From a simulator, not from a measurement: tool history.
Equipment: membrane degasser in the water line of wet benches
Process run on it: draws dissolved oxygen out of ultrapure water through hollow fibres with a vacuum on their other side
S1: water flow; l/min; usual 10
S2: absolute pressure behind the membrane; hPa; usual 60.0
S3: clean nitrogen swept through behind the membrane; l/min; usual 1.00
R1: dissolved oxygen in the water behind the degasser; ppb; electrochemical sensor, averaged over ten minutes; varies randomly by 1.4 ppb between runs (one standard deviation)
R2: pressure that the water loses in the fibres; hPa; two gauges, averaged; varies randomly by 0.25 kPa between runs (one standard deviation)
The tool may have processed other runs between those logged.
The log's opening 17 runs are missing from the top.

run    hour  S1     S2    S3     R1      R2
 18  4657.4  13   60.0  0.60  331.7   907.1
 19  4796.7  15   60.0  1.00  378.4  1055.4
 20  4992.2   7   60.0  1.00   78.8   491.5
 21  5179.8   9   80.0  1.00  177.4   631.3
 22  5399.3   9   80.0  1.00  174.0   628.7
 23  5671.1  13  125.0  0.85  520.7   915.7
 24  5883.4   7   95.4  0.94  147.5   492.3
 25  6144.8  12  104.9  0.47  559.4   845.1
 26  6292.0   7   60.0  2.32   54.2   496.3
 27  6616.6  10  127.8  1.56  249.0   710.2
 28  6753.2  10  127.8  1.56  256.6   712.7
 29  6914.7  10  127.8  1.56  253.8   709.6
 30  7236.6   8   52.9  0.90  101.3   572.4
 31  7427.0   8   52.9  0.90  104.3   572.4
 32  7633.1  14   78.1  2.09  332.8  1002.8

Each row is a separate what-if for the run after 32, all from the same tool condition, not one after another. Results?
  A  7811.7   8  54.9  1.00   ?   ?
  B  7811.7  10  82.6  1.51   ?   ?
  C  7811.7  14  78.1  0.52   ?   ?
  D  7811.7  14  43.4  2.57   ?   ?

run     R1      R2
  A  102.9   578.8
  B  189.4   721.0
  C  519.8  1006.8
  D  284.0  1001.6
Stripped of hidden state, with their random variation kept, the same runs would have yielded:
run     R1     R2
  A   77.9  533.8
  B  151.2  664.6
  C  440.7  928.2
  D  213.1  923.1
